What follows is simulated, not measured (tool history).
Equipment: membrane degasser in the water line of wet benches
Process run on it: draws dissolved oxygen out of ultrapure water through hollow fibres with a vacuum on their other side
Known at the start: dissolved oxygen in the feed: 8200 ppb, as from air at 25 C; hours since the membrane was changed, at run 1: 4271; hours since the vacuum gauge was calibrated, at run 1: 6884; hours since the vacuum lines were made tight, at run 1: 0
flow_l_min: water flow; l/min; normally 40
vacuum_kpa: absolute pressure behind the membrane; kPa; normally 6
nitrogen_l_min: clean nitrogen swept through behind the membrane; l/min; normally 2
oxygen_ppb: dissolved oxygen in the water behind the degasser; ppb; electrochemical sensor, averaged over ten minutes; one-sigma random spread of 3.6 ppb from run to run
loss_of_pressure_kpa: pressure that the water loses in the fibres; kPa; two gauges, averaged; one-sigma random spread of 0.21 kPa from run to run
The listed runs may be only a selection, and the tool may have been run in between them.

run	hour	flow_l_min	vacuum_kpa	nitrogen_l_min	hours since the membrane was changed	hours since the vacuum gauge was calibrated	hours since the vacuum lines were made tight	oxygen_ppb	loss_of_pressure_kpa
1	0	40	6	2	4271	6884	0	364	47.92
2	124.9	40	6	2	4395	7009	125	362.1	48.04
3	261.9	40	6	2	4532	7146	262	370.9	47.96
4	453.6	26	6	2	4724	7338	454	154.9	31.45
5	539.5	26	10.43	2	4810	7424	540	279.7	30.99
6	730.9	31	6	2	5001	7615	731	219.7	37.34
7	815.8	31	6	2	5086	7700	816	224.5	37.14
8	938.8	40	6	2.56	5209	7823	939	337.7	48.02
9	1106.3	40	6	2.56	5377	7990	1106	339.5	47.86
# hour 1136: vacuum gauge calibrated
10	1295.2	40	6	2.56	5565	159	1295	338	47.95
11	1385.9	40	6	2.56	5656	250	1385	338.9	47.96
12	1575.5	42	6	2	5846	440	1575	389.7	50.36
13	1694.8	42	6	2	5965	559	1694	401.3	50.07
14	1877.4	42	6.81	1.49	6147	741	1877	476.5	50.42
15	2059.5	42	6.81	1.49	6330	924	2059	472.1	50.44
16	2232.4	61	6	2	6502	1096	2232	735.2	72.93
17	2327.6	35	7.63	2.33	6598	1192	2327	324	41.92
18	2522.5	41	11.3	2.33	6793	1387	2522	559	48.81
19	2677.9	57	5.59	1.21	6948	1542	2677	692.1	68.04
20	2801.4	57	5.59	1.21	7071	1665	2801	697.4	67.9
21	2917.3	62	7.3	1.2	7187	1781	2917	949.4	73.91
22	3050.8	62	8.05	2.33	7321	1915	3050	835.3	73.8
23	3202.1	62	8.05	2.33	7472	2066	3202	848.1	74.44

Each row is a separate what-if for the run after 23, all from the same tool condition, not one after another. Results?
A	3381.5	62	8.05	3.64	7652	2246	3381	?	?
B	3381.5	49	6.74	2.33	7652	2246	3381	?	?
C	3381.5	40	8.05	1.4	7652	2246	3381	?	?
D	3381.5	25	7.26	2.33	7652	2246	3381	?	?

run	oxygen_ppb	loss_of_pressure_kpa
A	760.1	74.73
B	526.9	58.76
C	518.8	48.29
D	166.2	29.77
With no hidden state in the tool, these same runs would have given:
run	oxygen_ppb	loss_of_pressure_kpa
A	757.7	74.61
B	525.1	58.66
C	517.4	48.21
D	165.7	29.72

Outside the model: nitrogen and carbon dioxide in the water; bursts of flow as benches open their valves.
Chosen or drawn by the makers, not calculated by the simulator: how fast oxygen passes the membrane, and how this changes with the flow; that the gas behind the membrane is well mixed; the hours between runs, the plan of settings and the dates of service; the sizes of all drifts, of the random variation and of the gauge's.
